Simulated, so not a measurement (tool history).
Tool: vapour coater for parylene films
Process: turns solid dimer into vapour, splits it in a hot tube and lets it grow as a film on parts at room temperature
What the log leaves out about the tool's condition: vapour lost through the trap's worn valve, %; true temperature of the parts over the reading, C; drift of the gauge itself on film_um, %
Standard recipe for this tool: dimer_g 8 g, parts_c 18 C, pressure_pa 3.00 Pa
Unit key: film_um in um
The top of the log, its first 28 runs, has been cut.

| run | hour | dimer_g | parts_c | pressure_pa | hours of work since the trap's valve was overhauled | hours of work since the table's thermometer was calibrated | film_um |
|---|---|---|---|---|---|---|---|
| 29 | 936.8 | 6 | 28 | 7.64 | 556 | 521 | 0.53 |
| 30 | 976.2 | 6 | 28 | 7.64 | 591 | 556 | 0.52 |
| 31 | 1000.7 | 6 | 28 | 6.58 | 612 | 577 | 0.50 |
| 32 | 1036.2 | 7 | 11 | 6.81 | 644 | 608 | 1.27 |
|  | 1068.6 | trap's valve overhauled |
| 33 | 1070.5 | 8 | 25 | 5.46 | 2 | 635 | 0.96 |
| 34 | 1101.3 | 4 | 10 | 5.54 | 29 | 662 | 0.85 |
| 35 | 1151.2 | 4 | 23 | 5.77 | 73 | 706 | 0.48 |
| 36 | 1185.8 | 4 | 23 | 5.77 | 103 | 737 | 0.48 |
| 37 | 1226.3 | 8 | 23 | 5.77 | 139 | 772 | 0.97 |
| 38 | 1250.3 | 8 | 23 | 5.77 | 160 | 793 | 0.95 |
| 39 | 1281.6 | 12 | 11 | 10.75 | 188 | 821 | 2.14 |
| 40 | 1320.2 | 7 | 18 | 5.81 | 222 | 855 | 1.03 |
| 41 | 1369.4 | 7 | 18 | 5.81 | 265 | 898 | 1.04 |
| 42 | 1401.2 | 7 | 10 | 5.81 | 293 | 926 | 1.45 |
| 43 | 1447.5 | 4 | 18 | 9.26 | 334 | 967 | 0.53 |
| 44 | 1492.7 | 3 | 29 | 3.00 | 374 | 1007 | 0.30 |
| 45 | 1538.5 | 10 | 18 | 3.00 | 414 | 1047 | 1.68 |
| 46 | 1562.5 | 8 | 30 | 7.17 | 435 | 1068 | 0.68 |

Each row is a separate what-if for the run after 46, all from the same tool condition, not one after another. Results?
| A | 1597.9 | 11 | 28 | 2.79 | 466 | 1100 | ? |
| B | 1597.9 | 8 | 19 | 2.83 | 466 | 1100 | ? |
| C | 1597.9 | 4 | 11 | 7.17 | 466 | 1100 | ? |
| D | 1597.9 | 6 | 26 | 9.02 | 466 | 1100 | ? |

| run | film_um |
|---|---|
| A | 1.21 |
| B | 1.29 |
| C | 0.72 |
| D | 0.56 |
With the hidden condition removed and each run's random variation left untouched, the same runs would have given:
| run | film_um |
|---|---|
| A | 1.30 |
| B | 1.39 |
| C | 0.77 |
| D | 0.60 |
